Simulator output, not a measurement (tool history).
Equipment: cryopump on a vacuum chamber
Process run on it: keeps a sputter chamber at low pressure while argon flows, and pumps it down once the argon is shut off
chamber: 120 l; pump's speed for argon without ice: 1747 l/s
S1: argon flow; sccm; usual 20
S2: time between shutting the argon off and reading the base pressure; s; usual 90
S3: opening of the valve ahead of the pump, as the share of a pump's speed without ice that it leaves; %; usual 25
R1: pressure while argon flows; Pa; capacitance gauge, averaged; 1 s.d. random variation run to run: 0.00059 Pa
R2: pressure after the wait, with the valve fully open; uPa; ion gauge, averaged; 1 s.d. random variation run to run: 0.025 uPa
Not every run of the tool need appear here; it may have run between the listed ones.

run    hour  S1   S2  S3      R1    R2
  1       0  20   90  25  0.0781  1.14
  2    23.4  20   90  25  0.0785  1.17
  3    54.4  15   90  25  0.0594   1.1
  4    95.3  20   90  25   0.079  1.13
  5   129.5  20   91  25  0.0772   1.1
  6     164  20   90  19  0.1036  1.13
  7   184.7  20   29  19  0.1042  2.97
  8   224.4  20   90  25  0.0796   1.2
  9   261.3  20   90  25  0.0782  1.16
 10   301.8  20   90  25  0.0786  1.19
 11   339.8  20   90  25  0.0793  1.18
 12   357.2  20   90  25  0.0785   1.2
 13   398.6  20   90  25  0.0784  1.21
 14   440.6  20   90  25  0.0799  1.23
 15     466  18   90  25  0.0714  1.23
 16   489.8  18   90  25  0.0721   1.2
 17   516.1  20   28  25   0.079  3.12
 18   538.7   8   90  27  0.0289  1.26
 19   566.4  20   72  25    0.08  1.47
 20   586.1  39   41  59   0.068  2.29
 21   606.1  39   41  59  0.0671  2.35
 22   645.4  14  258  59  0.0248  0.68
 23   671.7  10  231  25  0.0397  0.79
 24   689.5  10  231  25  0.0393  0.75
 25   715.2  10   20  36  0.0287  4.22
 26   743.1  31   71  36  0.0863  1.55
 27   784.5  13   25  40  0.0316  3.67
 28     818  12  124  17  0.0711  1.09
 29   839.6  16   44  43  0.0383  2.22
 30     882  16   44  43  0.0378  2.26
 31   923.9  16   44  60  0.0279  2.28
 32   961.4  20  218  24  0.0835  0.85
 33   979.1  10   58  24  0.0423  1.89
 34  1018.5  10   58  24  0.0425  1.82

Alternative continuations, all from the tool just after run 34; predict every row:
     1037.4  -- pump warmed up, emptied and cooled again
  A  1056.8  14   58  24   ?   ?
     1037.4  -- pump warmed up, emptied and cooled again
  B  1056.8  12   60  37   ?   ?
     1037.4  -- pump warmed up, emptied and cooled again
  C  1056.8  20  108  33   ?   ?

run      R1    R2
  A  0.0568  1.78
  B  0.0321  1.73
  C  0.0593  1.21
The same runs, with their run-to-run variation unchanged, on a tool lacking any hidden condition would have given:
run      R1    R2
  A  0.0566  1.49
  B  0.0319  1.44
  C   0.059  0.91

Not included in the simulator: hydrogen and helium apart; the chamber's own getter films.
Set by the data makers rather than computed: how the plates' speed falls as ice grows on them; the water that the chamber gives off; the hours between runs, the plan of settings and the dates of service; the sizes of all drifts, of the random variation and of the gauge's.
